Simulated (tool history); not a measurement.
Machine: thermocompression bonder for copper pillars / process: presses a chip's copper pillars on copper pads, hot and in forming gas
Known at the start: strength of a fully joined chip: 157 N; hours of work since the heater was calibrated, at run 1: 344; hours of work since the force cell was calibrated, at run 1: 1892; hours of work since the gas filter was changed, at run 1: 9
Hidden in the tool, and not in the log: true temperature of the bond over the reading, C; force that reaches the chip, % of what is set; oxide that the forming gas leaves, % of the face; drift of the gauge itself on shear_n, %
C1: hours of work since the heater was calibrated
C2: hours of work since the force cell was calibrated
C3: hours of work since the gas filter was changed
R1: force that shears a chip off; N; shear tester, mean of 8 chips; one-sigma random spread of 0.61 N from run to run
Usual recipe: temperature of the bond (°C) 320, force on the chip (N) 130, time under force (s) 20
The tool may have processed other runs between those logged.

{"run": 1, "day": 0.0, "temperature of the bond (°C)": 320, "force on the chip (N)": 130, "time under force (s)": 20, "C1": 344, "C2": 1892, "C3": 9, "R1": 111.1}
{"run": 2, "day": 3.108, "temperature of the bond (°C)": 320, "force on the chip (N)": 130, "time under force (s)": 20, "C1": 389, "C2": 1937, "C3": 55, "R1": 109.4}
{"run": 3, "day": 5.725, "temperature of the bond (°C)": 320, "force on the chip (N)": 130, "time under force (s)": 20, "C1": 428, "C2": 1976, "C3": 93, "R1": 106.9}
{"run": 4, "day": 9.254, "temperature of the bond (°C)": 320, "force on the chip (N)": 130, "time under force (s)": 20, "C1": 479, "C2": 2027, "C3": 144, "R1": 105.0}
{"day": 11.058, "done": "forming gas filter changed"}
{"run": 5, "day": 11.058, "temperature of the bond (°C)": 320, "force on the chip (N)": 130, "time under force (s)": 20, "C1": 505, "C2": 2053, "C3": 0, "R1": 112.3}
{"day": 11.546, "done": "force cell calibrated"}
{"run": 6, "day": 12.721, "temperature of the bond (°C)": 320, "force on the chip (N)": 130, "time under force (s)": 20, "C1": 528, "C2": 17, "C3": 23, "R1": 110.7}
{"run": 7, "day": 15.371, "temperature of the bond (°C)": 320, "force on the chip (N)": 155, "time under force (s)": 20, "C1": 567, "C2": 56, "C3": 62, "R1": 115.0}
{"run": 8, "day": 17.638, "temperature of the bond (°C)": 323, "force on the chip (N)": 130, "time under force (s)": 20, "C1": 600, "C2": 89, "C3": 95, "R1": 108.8}
{"run": 9, "day": 20.121, "temperature of the bond (°C)": 320, "force on the chip (N)": 113, "time under force (s)": 20, "C1": 636, "C2": 125, "C3": 131, "R1": 99.6}
{"run": 10, "day": 22.104, "temperature of the bond (°C)": 320, "force on the chip (N)": 130, "time under force (s)": 19, "C1": 665, "C2": 154, "C3": 160, "R1": 103.7}
{"day": 22.854, "done": "forming gas filter changed"}
{"run": 11, "day": 24.4, "temperature of the bond (°C)": 320, "force on the chip (N)": 153, "time under force (s)": 20, "C1": 698, "C2": 187, "C3": 23, "R1": 116.5}
{"run": 12, "day": 27.842, "temperature of the bond (°C)": 320, "force on the chip (N)": 153, "time under force (s)": 20, "C1": 748, "C2": 237, "C3": 73, "R1": 113.9}
{"run": 13, "day": 29.983, "temperature of the bond (°C)": 320, "force on the chip (N)": 130, "time under force (s)": 20, "C1": 780, "C2": 269, "C3": 104, "R1": 106.8}
{"run": 14, "day": 33.696, "temperature of the bond (°C)": 320, "force on the chip (N)": 130, "time under force (s)": 20, "C1": 834, "C2": 323, "C3": 158, "R1": 104.7}
{"day": 34.612, "done": "forming gas filter changed"}
{"run": 15, "day": 37.2, "temperature of the bond (°C)": 320, "force on the chip (N)": 130, "time under force (s)": 20, "C1": 885, "C2": 374, "C3": 38, "R1": 111.0}
{"run": 16, "day": 40.338, "temperature of the bond (°C)": 320, "force on the chip (N)": 116, "time under force (s)": 20, "C1": 930, "C2": 419, "C3": 83, "R1": 104.8}
{"run": 17, "day": 43.138, "temperature of the bond (°C)": 320, "force on the chip (N)": 130, "time under force (s)": 20, "C1": 971, "C2": 460, "C3": 124, "R1": 107.7}
{"run": 18, "day": 45.288, "temperature of the bond (°C)": 320, "force on the chip (N)": 130, "time under force (s)": 20, "C1": 1003, "C2": 491, "C3": 156, "R1": 104.3}
{"day": 46.233, "done": "forming gas filter changed"}
{"run": 19, "day": 46.958, "temperature of the bond (°C)": 320, "force on the chip (N)": 130, "time under force (s)": 20, "C1": 1027, "C2": 515, "C3": 11, "R1": 112.7}
{"run": 20, "day": 50.0, "temperature of the bond (°C)": 340, "force on the chip (N)": 130, "time under force (s)": 20, "C1": 1071, "C2": 560, "C3": 55, "R1": 119.6}
{"run": 21, "day": 53.55, "temperature of the bond (°C)": 293, "force on the chip (N)": 141, "time under force (s)": 30, "C1": 1123, "C2": 612, "C3": 107, "R1": 106.6}
{"run": 22, "day": 55.429, "temperature of the bond (°C)": 343, "force on the chip (N)": 190, "time under force (s)": 30, "C1": 1150, "C2": 639, "C3": 134, "R1": 136.8}
{"run": 23, "day": 57.671, "temperature of the bond (°C)": 303, "force on the chip (N)": 190, "time under force (s)": 23, "C1": 1183, "C2": 672, "C3": 167, "R1": 112.7}
{"day": 57.9, "done": "forming gas filter changed"}
{"run": 24, "day": 59.796, "temperature of the bond (°C)": 313, "force on the chip (N)": 115, "time under force (s)": 20, "C1": 1213, "C2": 702, "C3": 28, "R1": 103.6}
{"run": 25, "day": 63.492, "temperature of the bond (°C)": 313, "force on the chip (N)": 115, "time under force (s)": 20, "C1": 1267, "C2": 756, "C3": 82, "R1": 101.1}
{"run": 26, "day": 65.183, "temperature of the bond (°C)": 320, "force on the chip (N)": 173, "time under force (s)": 20, "C1": 1292, "C2": 781, "C3": 106, "R1": 119.0}
{"run": 27, "day": 66.8, "temperature of the bond (°C)": 338, "force on the chip (N)": 189, "time under force (s)": 52, "C1": 1316, "C2": 804, "C3": 130, "R1": 142.1}
{"day": 69.617, "done": "forming gas filter changed"}
{"run": 28, "day": 70.412, "temperature of the bond (°C)": 333, "force on the chip (N)": 90, "time under force (s)": 17, "C1": 1368, "C2": 857, "C3": 12, "R1": 102.0}
{"run": 29, "day": 73.079, "temperature of the bond (°C)": 333, "force on the chip (N)": 90, "time under force (s)": 17, "C1": 1407, "C2": 896, "C3": 50, "R1": 99.8}
{"run": 30, "day": 75.583, "temperature of the bond (°C)": 306, "force on the chip (N)": 90, "time under force (s)": 28, "C1": 1443, "C2": 932, "C3": 87, "R1": 96.7}
{"run": 31, "day": 78.025, "temperature of the bond (°C)": 306, "force on the chip (N)": 90, "time under force (s)": 28, "C1": 1479, "C2": 968, "C3": 123, "R1": 95.4}
{"day": 81.317, "done": "forming gas filter changed"}
{"run": 32, "day": 81.875, "temperature of the bond (°C)": 306, "force on the chip (N)": 90, "time under force (s)": 28, "C1": 1535, "C2": 1024, "C3": 8, "R1": 100.6}
{"run": 33, "day": 85.662, "temperature of the bond (°C)": 345, "force on the chip (N)": 133, "time under force (s)": 22, "C1": 1590, "C2": 1079, "C3": 63, "R1": 127.3}
{"run": 34, "day": 89.158, "temperature of the bond (°C)": 326, "force on the chip (N)": 130, "time under force (s)": 33, "C1": 1641, "C2": 1130, "C3": 114, "R1": 124.7}
{"run": 35, "day": 91.683, "temperature of the bond (°C)": 326, "force on the chip (N)": 130, "time under force (s)": 33, "C1": 1678, "C2": 1167, "C3": 151, "R1": 122.9}
{"day": 93.038, "done": "forming gas filter changed"}
{"run": 36, "day": 94.625, "temperature of the bond (°C)": 292, "force on the chip (N)": 78, "time under force (s)": 20, "C1": 1720, "C2": 1209, "C3": 23, "R1": 77.0}
{"run": 37, "day": 97.308, "temperature of the bond (°C)": 292, "force on the chip (N)": 78, "time under force (s)": 20, "C1": 1760, "C2": 1248, "C3": 62, "R1": 75.7}
{"day": 98.388, "done": "heater calibrated with a thermocouple chip"}
{"run": 38, "day": 101.312, "temperature of the bond (°C)": 292, "force on the chip (N)": 78, "time under force (s)": 33, "C1": 43, "C2": 1306, "C3": 119, "R1": 80.6}

Forecast each of these 5 alternatives for the next run:
{"run": "A", "day": 104.196, "temperature of the bond (°C)": 320, "force on the chip (N)": 120, "time under force (s)": 20, "C1": 85, "C2": 1348, "C3": 162, "R1": "?"}
{"run": "B", "day": 104.196, "temperature of the bond (°C)": 320, "force on the chip (N)": 146, "time under force (s)": 33, "C1": 85, "C2": 1348, "C3": 162, "R1": "?"}
{"run": "C", "day": 104.196, "temperature of the bond (°C)": 343, "force on the chip (N)": 157, "time under force (s)": 25, "C1": 85, "C2": 1348, "C3": 162, "R1": "?"}
{"run": "D", "day": 104.196, "temperature of the bond (°C)": 320, "force on the chip (N)": 98, "time under force (s)": 20, "C1": 85, "C2": 1348, "C3": 162, "R1": "?"}
{"run": "E", "day": 104.196, "temperature of the bond (°C)": 309, "force on the chip (N)": 171, "time under force (s)": 20, "C1": 85, "C2": 1348, "C3": 162, "R1": "?"}

run=A R1=100.1
run=B R1=120.2
run=C R1=125.7
run=D R1=92.2
run=E R1=106.9
Take away the tool's hidden state, keep each run's random variation, and the runs would have read:
run=A R1=106.2
run=B R1=127.8
run=C R1=133.8
run=D R1=97.7
run=E R1=113.6
